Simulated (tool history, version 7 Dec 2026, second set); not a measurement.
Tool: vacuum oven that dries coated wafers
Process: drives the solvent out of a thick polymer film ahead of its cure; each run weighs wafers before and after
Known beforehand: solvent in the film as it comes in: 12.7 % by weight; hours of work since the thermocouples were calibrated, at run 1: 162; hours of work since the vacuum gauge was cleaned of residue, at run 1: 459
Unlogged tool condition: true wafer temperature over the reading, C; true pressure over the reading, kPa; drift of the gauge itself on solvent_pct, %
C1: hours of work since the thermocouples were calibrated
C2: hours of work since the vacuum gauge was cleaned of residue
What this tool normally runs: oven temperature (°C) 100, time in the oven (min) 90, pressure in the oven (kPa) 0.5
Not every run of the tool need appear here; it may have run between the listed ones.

Run 1, day 0: usual settings; C1 162; C2 459. Result: solvent left in the film (%) 0.763.
Run 2, day 1.954: usual settings but time in the oven (min) 56; C1 182; C2 480. Result: solvent left in the film (%) 1.66.
Run 3, day 4.471: usual settings but time in the oven (min) 56; C1 209; C2 506. Result: solvent left in the film (%) 1.653.
Run 4, day 7.171: usual settings but oven temperature (°C) 92, time in the oven (min) 56; C1 237; C2 535. Result: solvent left in the film (%) 2.802.
Run 5, day 9.117: usual settings but oven temperature (°C) 97; C1 258; C2 555. Result: solvent left in the film (%) 0.975.
Run 6, day 11.625: usual settings but oven temperature (°C) 97; C1 284; C2 582. Result: solvent left in the film (%) 0.982.
Run 7, day 13.962: usual settings; C1 309; C2 606. Result: solvent left in the film (%) 0.757.
Run 8, day 15.65: usual settings; C1 326; C2 624. Result: solvent left in the film (%) 0.759.
Run 9, day 17.467: usual settings; C1 346; C2 643. Result: solvent left in the film (%) 0.759.
Run 10, day 18.838: usual settings but oven temperature (°C) 86, time in the oven (min) 71; C1 360; C2 658. Result: solvent left in the film (%) 2.999.
Run 11, day 20.538: usual settings but pressure in the oven (kPa) 0.809; C1 378; C2 675. Result: solvent left in the film (%) 0.975.
Run 12, day 23.279: usual settings but oven temperature (°C) 112, time in the oven (min) 112; C1 407; C2 704. Result: solvent left in the film (%) 0.291.
Run 13, day 25.058: usual settings but oven temperature (°C) 112, time in the oven (min) 97; C1 426; C2 723. Result: solvent left in the film (%) 0.306.

Forecast each of these 4 alternatives for the next run:
Run A, day 27.646: usual settings but oven temperature (°C) 96, time in the oven (min) 58, pressure in the oven (kPa) 1.751; C1 453; C2 750. Result: solvent left in the film (%) ?.
Run B, day 27.646: usual settings but time in the oven (min) 47; C1 453; C2 750. Result: solvent left in the film (%) ?.
Run C, day 27.646: usual settings but oven temperature (°C) 105, time in the oven (min) 97, pressure in the oven (kPa) 1.584; C1 453; C2 750. Result: solvent left in the film (%) ?.
Run D, day 27.646: usual settings but oven temperature (°C) 90; C1 453; C2 750. Result: solvent left in the film (%) ?.

run  solvent left in the film (%)
  A                         2.964
  B                         2.134
  C                          1.12
  D                           1.7
With no hidden state in the tool, these same runs would have given:
run  solvent left in the film (%)
  A                         2.933
  B                         2.108
  C                         1.077
  D                         1.641
